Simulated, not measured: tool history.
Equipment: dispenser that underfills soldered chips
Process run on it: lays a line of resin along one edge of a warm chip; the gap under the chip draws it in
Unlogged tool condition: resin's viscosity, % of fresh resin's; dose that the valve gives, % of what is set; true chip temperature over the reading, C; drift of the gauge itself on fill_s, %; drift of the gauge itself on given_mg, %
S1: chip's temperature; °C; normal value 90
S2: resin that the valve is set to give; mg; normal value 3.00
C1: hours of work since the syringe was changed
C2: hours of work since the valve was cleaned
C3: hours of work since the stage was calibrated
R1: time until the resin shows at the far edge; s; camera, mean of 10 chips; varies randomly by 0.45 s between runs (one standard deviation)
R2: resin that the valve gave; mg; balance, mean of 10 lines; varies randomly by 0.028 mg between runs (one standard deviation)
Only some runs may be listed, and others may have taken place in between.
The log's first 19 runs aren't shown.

run   hour   S1    S2  C1   C2   C3    R1    R2
     232.1  -- new syringe of resin
 20  234.8   98  2.61   2   46  336  23.8  2.54
     242.2  -- new syringe of resin
 21  246.0   85  2.53   3   55  345  42.2  2.47
     251.4  -- new syringe of resin
 22  259.9   85  2.53   7   66  355  50.3  2.48
     261.5  -- new syringe of resin
     270.9  -- new syringe of resin
 23  276.2   85  2.53   4   78  368  44.3  2.45
     280.2  -- new syringe of resin
     289.4  -- new syringe of resin
 24  293.5  102  2.51   3   91  381  21.5  2.42
     298.8  -- new syringe of resin
     308.0  -- new syringe of resin
 25  308.0  102  2.51   0  102  392  18.2  2.40
     317.6  -- new syringe of resin
 26  319.1  102  2.51   1  110  400  19.8  2.38
     326.8  -- new syringe of resin
 27  331.4   76  3.00   4  120  409  63.1  2.81
     337.3  -- new syringe of resin
 28  341.1   76  3.00   3  127  417  60.6  2.81
     346.7  -- new syringe of resin
     356.5  -- new syringe of resin
 29  356.5  102  3.69   0  138  428  16.6  3.41
     366.0  -- dispensing valve cleaned and set on the balance
     367.1  -- new syringe of resin
 30  367.3   78  2.59   0    1  436  49.4  2.58
     376.7  -- new syringe of resin
 31  378.5   78  2.59   1    9  444  54.6  2.55
     386.4  -- new syringe of resin
 32  393.4   90  2.62   5   21  456  35.2  2.61
     395.7  -- new syringe of resin
 33  402.7   96  2.87   5   28  463  26.6  2.86

Branching from run 33: 5 alternative next runs. What would each branch give?
     405.7  -- new syringe of resin
  A  412.6  98  2.73   5  35  470   ?   ?
     405.7  -- new syringe of resin
  B  412.6  75  3.00   5  35  470   ?   ?
     405.7  -- new syringe of resin
  C  412.6  82  3.41   5  35  470   ?   ?
     405.7  -- new syringe of resin
  D  412.6  86  2.92   5  35  470   ?   ?
     405.7  -- new syringe of resin
  E  412.6  77  3.15   5  35  470   ?   ?

run    R1    R2
  A  25.8  2.67
  B  68.8  2.96
  C  49.3  3.36
  D  42.3  2.90
  E  61.8  3.05
Without the tool's unlogged condition, the same runs would have read:
run    R1    R2
  A  23.9  2.72
  B  65.3  3.01
  C  46.5  3.42
  D  39.7  2.95
  E  58.6  3.11
